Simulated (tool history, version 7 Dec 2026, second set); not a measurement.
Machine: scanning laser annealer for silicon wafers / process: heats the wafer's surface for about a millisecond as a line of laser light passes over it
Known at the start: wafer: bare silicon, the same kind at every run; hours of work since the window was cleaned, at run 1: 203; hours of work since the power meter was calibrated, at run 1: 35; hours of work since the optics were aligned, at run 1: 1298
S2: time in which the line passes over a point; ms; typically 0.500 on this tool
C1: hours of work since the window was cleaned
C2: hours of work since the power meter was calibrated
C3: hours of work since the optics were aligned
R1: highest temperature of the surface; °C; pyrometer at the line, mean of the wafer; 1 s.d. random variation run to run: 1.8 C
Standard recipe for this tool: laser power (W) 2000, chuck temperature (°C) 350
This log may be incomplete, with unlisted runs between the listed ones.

Run 1, hour 0.0: usual settings; C1 203; C2 35; C3 1298. Result: R1 1073 °C.
Run 2, hour 16.4: usual settings; C1 213; C2 46; C3 1309. Result: R1 1069 °C.
Run 3, hour 30.3: usual settings; C1 222; C2 55; C3 1317. Result: R1 1077 °C.
Run 4, hour 45.4: usual settings; C1 232; C2 65; C3 1327. Result: R1 1075 °C.
Run 5, hour 60.6: usual settings; C1 242; C2 74; C3 1337. Result: R1 1072 °C.
Run 6, hour 73.1: usual settings; C1 250; C2 82; C3 1345. Result: R1 1073 °C.
Run 7, hour 90.9: usual settings; C1 261; C2 94; C3 1356. Result: R1 1075 °C.
Run 8, hour 104.4: usual settings; C1 270; C2 103; C3 1365. Result: R1 1073 °C.
Run 9, hour 118.3: usual settings but laser power (W) 2125; C1 279; C2 112; C3 1374. Result: R1 1122 °C.
Run 10, hour 132.9: usual settings; C1 288; C2 121; C3 1383. Result: R1 1075 °C.
Run 11, hour 146.1: usual settings; C1 297; C2 129; C3 1392. Result: R1 1072 °C.
Run 12, hour 157.4: usual settings; C1 304; C2 137; C3 1399. Result: R1 1072 °C.
Run 13, hour 166.2: usual settings; C1 310; C2 142; C3 1405. Result: R1 1073 °C.
Run 14, hour 178.7: usual settings but S2 0.422 ms; C1 318; C2 150; C3 1413. Result: R1 1023 °C.
Run 15, hour 197.1: usual settings but S2 0.422 ms; C1 330; C2 162; C3 1425. Result: R1 1024 °C.
Run 16, hour 215.5: usual settings but laser power (W) 2190, S2 0.422 ms; C1 341; C2 174; C3 1437. Result: R1 1091 °C.
Run 17, hour 223.7: usual settings but laser power (W) 1801; C1 347; C2 179; C3 1442. Result: R1 998 °C.
Run 18, hour 237.7: usual settings but laser power (W) 1801; C1 356; C2 188; C3 1451. Result: R1 1000 °C.
Run 19, hour 249.4: usual settings but laser power (W) 1801, chuck temperature (°C) 337; C1 363; C2 196; C3 1458. Result: R1 985 °C.
Run 20, hour 265.4: usual settings but S2 0.570 ms; C1 374; C2 206; C3 1469. Result: R1 1114 °C.

Run 21, settings as shown, results not yet in. Your forecast:
Run 21, hour 281.4: usual settings; C1 384; C2 216; C3 1479. Result: R1 ?.

Run 21 came out at R1 1070 °C.
Minus the tool's unlogged condition, the same run would have read R1 1071 °C.

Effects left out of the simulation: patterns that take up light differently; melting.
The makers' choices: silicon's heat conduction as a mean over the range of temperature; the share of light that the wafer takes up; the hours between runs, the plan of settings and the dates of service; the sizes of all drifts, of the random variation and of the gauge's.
